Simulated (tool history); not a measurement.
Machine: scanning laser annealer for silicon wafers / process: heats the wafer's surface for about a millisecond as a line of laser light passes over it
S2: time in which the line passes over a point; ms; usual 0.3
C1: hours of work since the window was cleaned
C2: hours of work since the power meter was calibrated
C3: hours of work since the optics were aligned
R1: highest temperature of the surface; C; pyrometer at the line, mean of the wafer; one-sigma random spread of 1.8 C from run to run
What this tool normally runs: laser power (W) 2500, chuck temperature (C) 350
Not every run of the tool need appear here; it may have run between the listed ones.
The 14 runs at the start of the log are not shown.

{"run": 15, "day": 5.05, "laser power (W)": 2500, "S2": 0.349, "chuck temperature (C)": 350, "C1": 120, "C2": 166, "C3": 508, "R1": 1123}
{"run": 16, "day": 5.346, "laser power (W)": 2500, "S2": 0.3, "chuck temperature (C)": 350, "C1": 124, "C2": 171, "C3": 513, "R1": 1055}
{"run": 17, "day": 5.6, "laser power (W)": 2500, "S2": 0.3, "chuck temperature (C)": 350, "C1": 129, "C2": 175, "C3": 517, "R1": 1055}
{"run": 18, "day": 5.8, "laser power (W)": 2262, "S2": 0.3, "chuck temperature (C)": 350, "C1": 132, "C2": 178, "C3": 520, "R1": 976}
{"run": 19, "day": 6.025, "laser power (W)": 2500, "S2": 0.3, "chuck temperature (C)": 350, "C1": 135, "C2": 182, "C3": 524, "R1": 1056}
{"run": 20, "day": 6.338, "laser power (W)": 2500, "S2": 0.3, "chuck temperature (C)": 350, "C1": 140, "C2": 187, "C3": 529, "R1": 1058}
{"run": 21, "day": 6.579, "laser power (W)": 2500, "S2": 0.254, "chuck temperature (C)": 350, "C1": 144, "C2": 191, "C3": 533, "R1": 990}
{"run": 22, "day": 6.812, "laser power (W)": 2500, "S2": 0.254, "chuck temperature (C)": 350, "C1": 148, "C2": 194, "C3": 536, "R1": 988}
{"run": 23, "day": 7.112, "laser power (W)": 2500, "S2": 0.36, "chuck temperature (C)": 338, "C1": 153, "C2": 199, "C3": 541, "R1": 1123}
{"run": 24, "day": 7.333, "laser power (W)": 2500, "S2": 0.36, "chuck temperature (C)": 338, "C1": 157, "C2": 203, "C3": 545, "R1": 1122}

Run 25 is up next; what results do you expect?
{"run": 25, "day": 7.592, "laser power (W)": 2187, "S2": 0.319, "chuck temperature (C)": 332, "C1": 161, "C2": 207, "C3": 549, "R1": "?"}

R1: 955 C
Minus the tool's unlogged condition, the same run would have read R1 972 C.

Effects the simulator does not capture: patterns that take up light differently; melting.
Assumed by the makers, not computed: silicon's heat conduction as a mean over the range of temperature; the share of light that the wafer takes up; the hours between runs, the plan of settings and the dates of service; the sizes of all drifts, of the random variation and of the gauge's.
